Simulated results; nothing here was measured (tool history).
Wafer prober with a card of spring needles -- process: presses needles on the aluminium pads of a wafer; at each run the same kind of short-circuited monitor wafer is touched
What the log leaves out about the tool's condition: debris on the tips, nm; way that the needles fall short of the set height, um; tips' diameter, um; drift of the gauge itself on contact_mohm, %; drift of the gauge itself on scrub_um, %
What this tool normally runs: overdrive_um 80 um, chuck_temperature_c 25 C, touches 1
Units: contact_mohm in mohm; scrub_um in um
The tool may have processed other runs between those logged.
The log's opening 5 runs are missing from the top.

run   hour  overdrive_um  chuck_temperature_c  touches  touches since the tips were cleaned  cleanings since the card got new needles  touches since the first contact's height was set  contact_mohm  scrub_um
      26.8  -- tips cleaned on abrasive film
  6   31.5            80                   25        1                                 3062                                        19                                            146600           233     15.90
      37.3  -- tips cleaned on abrasive film
  7   39.8            80                   25        1                                 1650                                        20                                            151958           226     15.83
  8   46.1            80                   25        1                                 5774                                        20                                            156082           244     15.80
      47.8  -- tips cleaned on abrasive film
  9   54.6            80                   25        1                                 4466                                        21                                            161570           240     15.85
      58.2  -- tips cleaned on abrasive film
 10   58.8            80                   25        1                                  396                                        22                                            164266           196     15.80
 11   64.1            80                   25        1                                 3862                                        22                                            167732           238     15.76
      68.7  -- tips cleaned on abrasive film
 12   72.1            80                   25        1                                 2202                                        23                                            172864           230     15.79
      79.6  -- tips cleaned on abrasive film
 13   81.7            80                   25        1                                 1401                                        24                                            179072           216     15.71
 14   88.9            80                   25        1                                 6113                                        24                                            183784           242     15.76
      90.2  -- tips cleaned on abrasive film
 15   98.4            80                   25        1                                 5371                                        25                                            189901           242     15.74
     100.7  -- tips cleaned on abrasive film
 16  105.1            80                   25        1                                 2860                                        26                                            194199           233     15.85
     111.6  -- tips cleaned on abrasive film
 17  113.3            80                   25        1                                 1131                                        27                                            199515           206     15.78
     117.5  -- height of the first contact set anew
 18  118.4            80                   25        1                                 4281                                        27                                               597           235     16.02
     122.7  -- tips cleaned on abrasive film
 19  122.9            80                   25        1                                  102                                        28                                              3437           185     16.01
 20  127.9            80                   25        1                                 3368                                        28                                              6703           231     16.06
     133.7  -- tips cleaned on abrasive film
 21  134.9            76                   26        1                                  766                                        29                                             11216           204     15.21
     144.5  -- tips cleaned on abrasive film
 22  144.5            80                   65        2                                    0                                        30                                             17384           185     15.97
 23  152.2            73                   35        1                                 5079                                        30                                             22463           255     14.57
     155.0  -- tips cleaned on abrasive film
 24  157.4            83                   58        2                                 1583                                        31                                             25767           207     16.54
 25  162.3            83                   58        2                                 4791                                        31                                             28975           219     16.65
     165.9  -- tips cleaned on abrasive film
 26  168.5            91                   53        2                                 1705                                        32                                             32930           200     18.19
 27  174.7            71                   59        3                                 5772                                        32                                             36997           215     14.18

What does the tool deliver on the next run?
     176.6  -- tips cleaned on abrasive film
 28  183.7            80                   87        1                                 4648                                        33                                             42830             ?         ?

{"run 28": {"contact_mohm": 246, "scrub_um": 16.02}}
Without the tool's hidden state the same run would have given contact_mohm 189 mohm, scrub_um 16.08 um.
